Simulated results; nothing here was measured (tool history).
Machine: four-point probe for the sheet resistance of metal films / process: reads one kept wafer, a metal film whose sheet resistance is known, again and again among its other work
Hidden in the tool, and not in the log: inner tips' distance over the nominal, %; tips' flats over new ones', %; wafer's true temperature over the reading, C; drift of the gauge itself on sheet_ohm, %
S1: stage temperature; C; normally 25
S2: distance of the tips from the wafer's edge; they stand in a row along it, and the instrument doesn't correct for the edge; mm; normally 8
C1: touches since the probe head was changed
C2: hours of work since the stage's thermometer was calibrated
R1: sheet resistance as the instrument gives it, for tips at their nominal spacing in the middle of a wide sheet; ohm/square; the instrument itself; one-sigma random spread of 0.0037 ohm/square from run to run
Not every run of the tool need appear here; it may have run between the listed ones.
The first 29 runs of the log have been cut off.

{"run": 30, "hour": 920.3, "S1": 20, "S2": 17, "C1": 22780, "C2": 518, "R1": 18.504164}
{"run": 31, "hour": 950.4, "S1": 30, "S2": 70, "C1": 23125, "C2": 532, "R1": 18.321622}
{"run": 32, "hour": 987.2, "S1": 30, "S2": 70, "C1": 23548, "C2": 549, "R1": 18.320276}
{"run": 33, "hour": 1026.3, "S1": 21, "S2": 4, "C1": 23997, "C2": 567, "R1": 19.061087}
{"run": 34, "hour": 1054.8, "S1": 34, "S2": 4, "C1": 24324, "C2": 580, "R1": 18.856273}
{"run": 35, "hour": 1077.6, "S1": 34, "S2": 4, "C1": 24585, "C2": 591, "R1": 18.854565}
{"run": 36, "hour": 1101.4, "S1": 34, "S2": 4, "C1": 24859, "C2": 602, "R1": 18.852551}
{"run": 37, "hour": 1139.1, "S1": 35, "S2": 4, "C1": 25291, "C2": 619, "R1": 18.847996}
{"run": 38, "hour": 1179.7, "S1": 35, "S2": 3, "C1": 25757, "C2": 638, "R1": 19.263889}
{"run": 39, "hour": 1215.9, "S1": 32, "S2": 69, "C1": 26174, "C2": 655, "R1": 18.291124}
{"run": 40, "hour": 1246.4, "S1": 31, "S2": 5, "C1": 26523, "C2": 669, "R1": 18.687614}
{"run": 41, "hour": 1286.3, "S1": 21, "S2": 14, "C1": 26981, "C2": 687, "R1": 18.512088}
{"run": 42, "hour": 1326.0, "S1": 21, "S2": 14, "C1": 27437, "C2": 705, "R1": 18.509993}
{"run": 43, "hour": 1352.9, "S1": 29, "S2": 14, "C1": 27746, "C2": 718, "R1": 18.38232}
{"run": 44, "hour": 1386.2, "S1": 29, "S2": 14, "C1": 28128, "C2": 733, "R1": 18.384197}
{"run": 45, "hour": 1422.0, "S1": 19, "S2": 7, "C1": 28538, "C2": 750, "R1": 18.693182}
{"run": 46, "hour": 1438.9, "S1": 20, "S2": 65, "C1": 28733, "C2": 757, "R1": 18.470471}

Each row is a separate what-if for the run after 46, all from the same tool condition, not one after another. Results?
{"run": "A", "hour": 1471.9, "S1": 25, "S2": 14, "C1": 29112, "C2": 773, "R1": "?"}
{"run": "B", "hour": 1471.9, "S1": 20, "S2": 68, "C1": 29112, "C2": 773, "R1": "?"}
{"run": "C", "hour": 1471.9, "S1": 22, "S2": 4, "C1": 29112, "C2": 773, "R1": "?"}

run=A R1=18.446100
run=B R1=18.476799
run=C R1=19.040035
What these runs would have given with no unlogged condition in the tool:
run=A R1=18.446185
run=B R1=18.476885
run=C R1=19.040123
